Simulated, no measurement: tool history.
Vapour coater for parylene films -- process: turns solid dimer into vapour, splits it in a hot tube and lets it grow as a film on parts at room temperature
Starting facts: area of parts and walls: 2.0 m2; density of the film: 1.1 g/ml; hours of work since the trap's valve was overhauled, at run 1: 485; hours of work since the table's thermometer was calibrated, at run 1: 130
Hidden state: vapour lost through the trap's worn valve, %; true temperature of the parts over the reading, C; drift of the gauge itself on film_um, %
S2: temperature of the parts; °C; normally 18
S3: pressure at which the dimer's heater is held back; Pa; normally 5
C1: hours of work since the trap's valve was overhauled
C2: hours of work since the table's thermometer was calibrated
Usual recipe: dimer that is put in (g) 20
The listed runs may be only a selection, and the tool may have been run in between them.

run 1 hour=0 | dimer_that_is_put_in_(g)=20 S2=18 S3=5 | C1=485 C2=130 | thickness_of_the_film_(nm)=4590
run 2 hour=11.6 | dimer_that_is_put_in_(g)=20 S2=25 S3=5 | C1=492 C2=137 | thickness_of_the_film_(nm)=3260
run 3 hour=23.9 | dimer_that_is_put_in_(g)=20 S2=25 S3=5 | C1=500 C2=144 | thickness_of_the_film_(nm)=3280
run 4 hour=33.2 | dimer_that_is_put_in_(g)=20 S2=25 S3=5 | C1=505 C2=149 | thickness_of_the_film_(nm)=3280
run 5 hour=50.2 | dimer_that_is_put_in_(g)=20 S2=25 S3=5 | C1=515 C2=160 | thickness_of_the_film_(nm)=3300
run 6 hour=67.2 | dimer_that_is_put_in_(g)=20 S2=25 S3=5 | C1=525 C2=170 | thickness_of_the_film_(nm)=3260
run 7 hour=83 | dimer_that_is_put_in_(g)=20 S2=12 S3=5 | C1=535 C2=179 | thickness_of_the_film_(nm)=6070
run 8 hour=90.6 | dimer_that_is_put_in_(g)=20 S2=12 S3=5 | C1=539 C2=184 | thickness_of_the_film_(nm)=6080
run 9 hour=100.7 | dimer_that_is_put_in_(g)=20 S2=12 S3=5 | C1=545 C2=190 | thickness_of_the_film_(nm)=6150
run 10 hour=117.1 | dimer_that_is_put_in_(g)=20 S2=12 S3=5 | C1=555 C2=199 | thickness_of_the_film_(nm)=6070
run 11 hour=124 | dimer_that_is_put_in_(g)=20 S2=18 S3=2.09 | C1=559 C2=203 | thickness_of_the_film_(nm)=5620
run 12 hour=134.8 | dimer_that_is_put_in_(g)=20 S2=25 S3=3.12 | C1=566 C2=210 | thickness_of_the_film_(nm)=3650
run 13 hour=148 | dimer_that_is_put_in_(g)=20 S2=17 S3=7.24 | C1=573 C2=218 | thickness_of_the_film_(nm)=4340
run 14 hour=155.9 | dimer_that_is_put_in_(g)=13 S2=13 S3=2.79 | C1=578 C2=222 | thickness_of_the_film_(nm)=4330
run 15 hour=170.7 | dimer_that_is_put_in_(g)=12 S2=14 S3=4.87 | C1=587 C2=231 | thickness_of_the_film_(nm)=3340
run 16 hour=182.9 | dimer_that_is_put_in_(g)=12 S2=14 S3=5.63 | C1=594 C2=238 | thickness_of_the_film_(nm)=3230
run 17 hour=194.3 | dimer_that_is_put_in_(g)=12 S2=14 S3=5.63 | C1=601 C2=245 | thickness_of_the_film_(nm)=3190
run 18 hour=210.4 | dimer_that_is_put_in_(g)=12 S2=12 S3=5 | C1=610 C2=255 | thickness_of_the_film_(nm)=3580
run 19 hour=225 | dimer_that_is_put_in_(g)=11 S2=21 S3=3.04 | C1=619 C2=263 | thickness_of_the_film_(nm)=2400
-- hour=239.9 trap's valve overhauled
run 20 hour=242.1 | dimer_that_is_put_in_(g)=13 S2=24 S3=4.03 | C1=1 C2=271 | thickness_of_the_film_(nm)=2540
run 21 hour=252 | dimer_that_is_put_in_(g)=13 S2=24 S3=4.03 | C1=7 C2=277 | thickness_of_the_film_(nm)=2540
run 22 hour=261.4 | dimer_that_is_put_in_(g)=13 S2=24 S3=4.03 | C1=13 C2=283 | thickness_of_the_film_(nm)=2550

Branching from run 22: 3 alternative next runs. What would each branch give?
run A hour=273 | dimer_that_is_put_in_(g)=10 S2=19 S3=8.12 | C1=20 C2=290 | thickness_of_the_film_(nm)=?
run B hour=273 | dimer_that_is_put_in_(g)=10 S2=18 S3=5 | C1=20 C2=290 | thickness_of_the_film_(nm)=?
run C hour=273 | dimer_that_is_put_in_(g)=16 S2=24 S3=2.18 | C1=20 C2=290 | thickness_of_the_film_(nm)=?

run=A thickness_of_the_film_(nm)=2090
run=B thickness_of_the_film_(nm)=2480
run=C thickness_of_the_film_(nm)=3660
With the hidden condition removed and each run's random variation left untouched, the same runs would have given:
run=A thickness_of_the_film_(nm)=2090
run=B thickness_of_the_film_(nm)=2470
run=C thickness_of_the_film_(nm)=3660
